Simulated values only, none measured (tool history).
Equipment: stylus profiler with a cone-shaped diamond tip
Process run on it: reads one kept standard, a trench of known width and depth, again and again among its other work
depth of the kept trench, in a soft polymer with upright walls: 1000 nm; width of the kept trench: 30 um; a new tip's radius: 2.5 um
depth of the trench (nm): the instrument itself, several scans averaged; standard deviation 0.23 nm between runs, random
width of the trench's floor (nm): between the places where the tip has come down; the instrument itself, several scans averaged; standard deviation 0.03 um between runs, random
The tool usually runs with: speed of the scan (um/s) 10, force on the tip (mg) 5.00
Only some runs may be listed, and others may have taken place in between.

run	hour	speed of the scan (um/s)	force on the tip (mg)	depth of the trench (nm)	width of the trench's floor (nm)
1	0.0	10	5.00	1014.19	25910
2	71.8	10	5.00	1014.16	25870
3	148.8	10	5.00	1014.32	25770
4	230.1	8	5.00	1014.05	25770
5	293.5	8	5.00	1014.62	25730
6	368.0	10	5.00	1014.25	25590
7	418.6	4	5.00	1013.95	25640
8	492.3	21	9.40	1021.65	25570
9	549.7	12	8.71	1021.03	25510
10	602.4	35	8.14	1020.18	25400
11	694.0	3	7.77	1019.59	25440
12	794.8	3	7.77	1019.90	25340
13	905.9	14	11.54	1025.39	25300

Alternative continuations, all from the tool just after run 13; predict every row:
A	981.6	30	10.74	?	?
B	981.6	14	7.78	?	?
C	981.6	14	3.08	?	?
D	981.6	28	5.00	?	?

run	depth of the trench (nm)	width of the trench's floor (nm)
A	1024.63	25320
B	1019.61	25240
C	1011.37	25220
D	1015.33	25260
Had the tool no hidden state, the same runs would have come out as:
run	depth of the trench (nm)	width of the trench's floor (nm)
A	1023.32	26050
B	1018.31	25970
C	1010.07	25950
D	1014.03	26000

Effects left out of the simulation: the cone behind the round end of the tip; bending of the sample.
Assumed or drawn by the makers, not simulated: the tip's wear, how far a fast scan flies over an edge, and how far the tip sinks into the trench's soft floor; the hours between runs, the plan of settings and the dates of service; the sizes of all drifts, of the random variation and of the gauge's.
